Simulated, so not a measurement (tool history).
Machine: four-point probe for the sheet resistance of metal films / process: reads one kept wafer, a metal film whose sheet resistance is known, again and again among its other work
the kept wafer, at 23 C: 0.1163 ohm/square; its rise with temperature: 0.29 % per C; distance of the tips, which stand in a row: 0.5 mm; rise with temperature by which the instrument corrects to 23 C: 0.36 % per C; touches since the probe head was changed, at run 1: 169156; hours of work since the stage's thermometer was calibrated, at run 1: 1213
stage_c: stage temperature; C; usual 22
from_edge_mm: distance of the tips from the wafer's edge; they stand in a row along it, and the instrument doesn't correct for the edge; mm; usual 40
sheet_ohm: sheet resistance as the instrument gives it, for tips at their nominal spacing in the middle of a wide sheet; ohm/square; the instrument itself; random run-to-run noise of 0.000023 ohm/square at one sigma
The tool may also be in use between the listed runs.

run,hour,stage_c,from_edge_mm,touches since the probe head was changed,hours of work since the stage's thermometer was calibrated,sheet_ohm
1,0,22,40,169156,1213,0.117265
2,90.4,27,40,174020,1284,0.116872
3,191.9,27,40,179481,1364,0.116852
4,269.2,22,40,183646,1425,0.117313
5,358.7,22,40,188460,1495,0.117351
6,436.4,22,22,192642,1556,0.117428
7,516.2,22,22,196937,1619,0.117471
8,629.2,22,22,203019,1708,0.11744
9,728.4,22,40,208357,1786,0.117479
10,812.3,22,40,212868,1852,0.117482
11,918.4,22,40,218582,1935,0.117547
12,1009.7,22,40,223492,2007,0.117547
# hour 1088.2: new probe head fitted
13,1088.4,22,40,12,2068,0.116533
14,1165.7,22,40,4169,2128,0.116572
15,1243.8,25,40,8373,2190,0.116374
# hour 1312.7: stage's thermometer calibrated
16,1324.7,22,40,12697,9,0.116468
17,1387.8,22,40,16095,59,0.116481
18,1445.4,23,40,19193,104,0.116429
19,1556.4,32,40,25167,191,0.115783
20,1663.2,32,40,30914,275,0.115796
21,1719.4,22,40,33939,320,0.1166
22,1783.6,22,40,37393,370,0.116611
23,1895.5,26,10,43419,458,0.116515
24,1955.7,21,11,46655,505,0.116841
25,2042.7,21,29,51339,574,0.116784
26,2124.9,23,50,55762,638,0.116662
27,2176.9,23,50,58560,679,0.116678
28,2228.5,27,73,61337,719,0.116366
29,2302.8,21,5,65336,778,0.117444
30,2388.4,30,27,69944,845,0.11624
31,2476,18,52,74656,914,0.117154
32,2522.3,29,10,77149,950,0.116472
33,2635.5,22,44,83239,1039,0.116856
34,2735,22,44,88593,1117,0.116857
35,2847.6,24,5,94654,1206,0.117435
36,2944.7,23,14,99882,1282,0.11701
37,2990.4,23,14,102336,1318,0.117022
38,3065.5,22,27,106381,1377,0.117001
39,3127.3,22,27,109708,1426,0.117077
40,3189.9,22,21,113077,1475,0.117088
41,3280.7,28,27,117964,1546,0.116673
42,3341.6,20,6,121241,1594,0.11779
43,3440.5,22,17,126560,1672,0.117198
44,3516.3,21,17,130639,1731,0.117342

For some of the steps in sheet_ohm from one run to the next: how much would appear even if the tool had no hidden state, given the settings, what came in and random variation, and how much remains for the hidden state plus any gauge scatter that the measured result and the result without hidden state don't share?
Unlogged tool condition in this case: inner tips' distance over the nominal, %; tips' flats over new ones', %; wafer's true temperature over the reading, C; drift of the gauge itself on sheet_ohm, %.
Run 12 -> 13: new probe head fitted. sheet_ohm -0.001014 ohm/square: hidden state -0.001007, all else -0.000007.
Run 15 -> 16: stage_c 25 -> 22, stage's thermometer calibrated. sheet_ohm +0.000094 ohm/square: hidden state -0.00014, all else +0.000234.
Run 28 -> 29: stage_c 27 -> 21, from_edge_mm 73 -> 5. sheet_ohm +0.001078 ohm/square: hidden state +0.00003, all else +0.001048.
Run 29 -> 30: stage_c 21 -> 30, from_edge_mm 5 -> 27. sheet_ohm -0.001204 ohm/square: hidden state +0.000021, all else -0.001225.
Run 32 -> 33: stage_c 29 -> 22, from_edge_mm 10 -> 44. sheet_ohm +0.000384 ohm/square: hidden state +0.000042, all else +0.000342.
Run 41 -> 42: stage_c 28 -> 20, from_edge_mm 27 -> 6. sheet_ohm +0.001117 ohm/square: hidden state +0.00003, all else +0.001087.

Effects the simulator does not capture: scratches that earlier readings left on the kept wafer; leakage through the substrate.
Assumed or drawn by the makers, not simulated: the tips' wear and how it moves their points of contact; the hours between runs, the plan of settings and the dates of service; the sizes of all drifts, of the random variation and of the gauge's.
